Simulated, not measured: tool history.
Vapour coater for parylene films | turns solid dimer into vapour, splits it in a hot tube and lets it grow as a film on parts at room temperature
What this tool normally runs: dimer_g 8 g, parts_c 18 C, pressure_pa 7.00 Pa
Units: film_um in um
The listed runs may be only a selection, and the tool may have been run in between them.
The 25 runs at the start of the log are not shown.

run 26 day=30.504 | dimer_g=3 parts_c=11 pressure_pa=2.84 | film_um=2.07
run 27 day=31.946 | dimer_g=7 parts_c=17 pressure_pa=2.84 | film_um=4.53
run 28 day=32.867 | dimer_g=4 parts_c=24 pressure_pa=2.84 | film_um=2.07
run 29 day=33.833 | dimer_g=6 parts_c=26 pressure_pa=6.05 | film_um=2.44
run 30 day=34.908 | dimer_g=7 parts_c=18 pressure_pa=4.13 | film_um=3.96
run 31 day=35.738 | dimer_g=7 parts_c=18 pressure_pa=4.13 | film_um=3.90
-- day=36.842 trap's valve overhauled
run 32 day=37.029 | dimer_g=13 parts_c=16 pressure_pa=5.57 | film_um=7.84
run 33 day=38.738 | dimer_g=13 parts_c=16 pressure_pa=5.57 | film_um=7.85
run 34 day=39.788 | dimer_g=13 parts_c=10 pressure_pa=9.46 | film_um=8.16
run 35 day=41.412 | dimer_g=13 parts_c=10 pressure_pa=9.46 | film_um=8.21
run 36 day=42.550 | dimer_g=8 parts_c=29 pressure_pa=5.78 | film_um=3.17
run 37 day=44.112 | dimer_g=8 parts_c=29 pressure_pa=5.78 | film_um=3.12
run 38 day=45.217 | dimer_g=11 parts_c=27 pressure_pa=3.36 | film_um=5.11
run 39 day=46.017 | dimer_g=11 parts_c=27 pressure_pa=3.36 | film_um=5.05
run 40 day=47.275 | dimer_g=11 parts_c=27 pressure_pa=3.42 | film_um=5.04
run 41 day=48.217 | dimer_g=6 parts_c=20 pressure_pa=3.79 | film_um=3.37
run 42 day=49.175 | dimer_g=5 parts_c=10 pressure_pa=7.00 | film_um=3.26
run 43 day=50.692 | dimer_g=5 parts_c=10 pressure_pa=7.00 | film_um=3.25
run 44 day=51.817 | dimer_g=5 parts_c=10 pressure_pa=7.00 | film_um=3.23
run 45 day=53.067 | dimer_g=7 parts_c=15 pressure_pa=7.00 | film_um=3.87
run 46 day=54.517 | dimer_g=8 parts_c=30 pressure_pa=6.96 | film_um=2.78
run 47 day=55.833 | dimer_g=8 parts_c=12 pressure_pa=3.19 | film_um=5.54

What if the next run were any one of these 3? Each begins from the tool's condition after run 47:
run A day=57.475 | dimer_g=3 parts_c=12 pressure_pa=3.19 | film_um=?
run B day=57.475 | dimer_g=13 parts_c=22 pressure_pa=2.89 | film_um=?
run C day=57.475 | dimer_g=14 parts_c=21 pressure_pa=4.71 | film_um=?

run=A film_um=2.02
run=B film_um=6.88
run=C film_um=6.85
With no hidden state in the tool, these same runs would have given:
run=A film_um=2.21
run=B film_um=7.74
run=C film_um=7.71
